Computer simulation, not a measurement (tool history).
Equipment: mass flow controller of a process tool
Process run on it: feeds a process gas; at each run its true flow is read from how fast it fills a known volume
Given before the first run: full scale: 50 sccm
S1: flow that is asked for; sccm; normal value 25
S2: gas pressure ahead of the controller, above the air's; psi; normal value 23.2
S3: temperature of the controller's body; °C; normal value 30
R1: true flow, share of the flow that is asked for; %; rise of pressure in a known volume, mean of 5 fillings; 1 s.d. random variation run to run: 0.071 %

run 1 day=0 | S1=25 S2=23.2 S3=30 | R1=101.43
run 2 day=3.754 | S1=25 S2=23.2 S3=30 | R1=101.46
run 3 day=9.154 | S1=25 S2=23.2 S3=30 | R1=101.4
run 4 day=13.229 | S1=10 S2=23.2 S3=30 | R1=105.01
run 5 day=16.175 | S1=10 S2=23.2 S3=30 | R1=105.09
run 6 day=22.154 | S1=25 S2=23.2 S3=30 | R1=101.72
run 7 day=28.883 | S1=25 S2=23.2 S3=30 | R1=101.76
run 8 day=35.025 | S1=28 S2=32.2 S3=30 | R1=101.61
-- day=40.171 controller's zero set anew
run 9 day=41.162 | S1=28 S2=32.2 S3=30 | R1=99.13
run 10 day=44.546 | S1=17 S2=40 S3=40 | R1=99.39
run 11 day=47.725 | S1=8 S2=34.7 S3=30 | R1=99.1
run 12 day=51.721 | S1=8 S2=34.7 S3=30 | R1=99.17
run 13 day=55.783 | S1=7 S2=36.8 S3=30 | R1=99.5
run 14 day=61.617 | S1=35 S2=25.1 S3=20 | R1=98.98

Selected run-to-run steps in R1, each split into two signed amounts: the part the tool would show with no hidden state at all (from settings, incoming material and random variation), and the remainder, which goes to the hidden state together with any gauge scatter not common to the measured and the hidden-state-free results:
The hidden state here: flow at rest that the sensor doesn't see, % of full scale; true flow over the shown one, %; drift of the gauge itself on true_pct, %.
Run 3 -> 4: S1 25 -> 10. R1 +3.61 %: hidden state +3.85, all else -0.24.
